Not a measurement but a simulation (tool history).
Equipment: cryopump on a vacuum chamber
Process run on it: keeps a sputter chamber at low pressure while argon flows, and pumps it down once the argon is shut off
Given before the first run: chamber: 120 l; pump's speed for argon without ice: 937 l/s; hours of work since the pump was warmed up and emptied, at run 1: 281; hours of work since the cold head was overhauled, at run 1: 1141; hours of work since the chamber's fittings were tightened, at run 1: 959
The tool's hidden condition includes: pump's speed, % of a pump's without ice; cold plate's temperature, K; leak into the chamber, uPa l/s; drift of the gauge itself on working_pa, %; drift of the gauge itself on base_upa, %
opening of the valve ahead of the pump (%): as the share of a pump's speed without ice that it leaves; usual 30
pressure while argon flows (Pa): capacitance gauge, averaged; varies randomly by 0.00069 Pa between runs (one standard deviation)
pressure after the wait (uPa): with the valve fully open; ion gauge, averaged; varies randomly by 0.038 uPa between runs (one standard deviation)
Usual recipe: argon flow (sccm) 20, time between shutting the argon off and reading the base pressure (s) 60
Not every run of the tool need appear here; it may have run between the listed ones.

run,day,argon flow (sccm),time between shutting the argon off and reading the base pressure (s),opening of the valve ahead of the pump (%),hours of work since the pump was warmed up and emptied,hours of work since the cold head was overhauled,hours of work since the chamber's fittings were tightened,pressure while argon flows (Pa),pressure after the wait (uPa)
1,0,20,60,30,281,1141,959,0.1286,2.38
2,2.675,20,60,30,314,1175,992,0.1313,2.43
3,5.408,20,60,30,348,1209,1027,0.1329,2.54
4,7.833,20,60,30,379,1239,1057,0.1345,2.55
# day 10.125: pump warmed up, emptied and cooled again
5,10.312,20,60,30,2,1267,1085,0.1206,2.36
6,13.412,20,60,30,41,1306,1124,0.1212,2.32
7,16.538,9,60,30,80,1345,1163,0.0548,2.36
8,18.975,9,60,30,110,1375,1193,0.0557,2.31
9,21.775,9,60,30,145,1410,1228,0.0562,2.39
10,24.992,9,60,39,185,1450,1268,0.044,2.45
11,28.071,9,103,39,224,1489,1307,0.0458,1.66
12,29.992,9,103,39,248,1513,1331,0.0452,1.68
13,32.225,33,60,30,276,1541,1359,0.2136,2.46
14,34.396,33,60,30,303,1568,1386,0.2143,2.44
15,36.912,20,60,30,334,1599,1417,0.1318,2.52

Expected results for the next run?
16,38.971,20,60,30,360,1625,1443,?,?

Run 16 yielded pressure while argon flows (Pa) 0.1345, pressure after the wait (uPa) 2.62.
Had the tool carried no hidden state, the very same run would have given pressure while argon flows (Pa) 0.1215, pressure after the wait (uPa) 2.17.

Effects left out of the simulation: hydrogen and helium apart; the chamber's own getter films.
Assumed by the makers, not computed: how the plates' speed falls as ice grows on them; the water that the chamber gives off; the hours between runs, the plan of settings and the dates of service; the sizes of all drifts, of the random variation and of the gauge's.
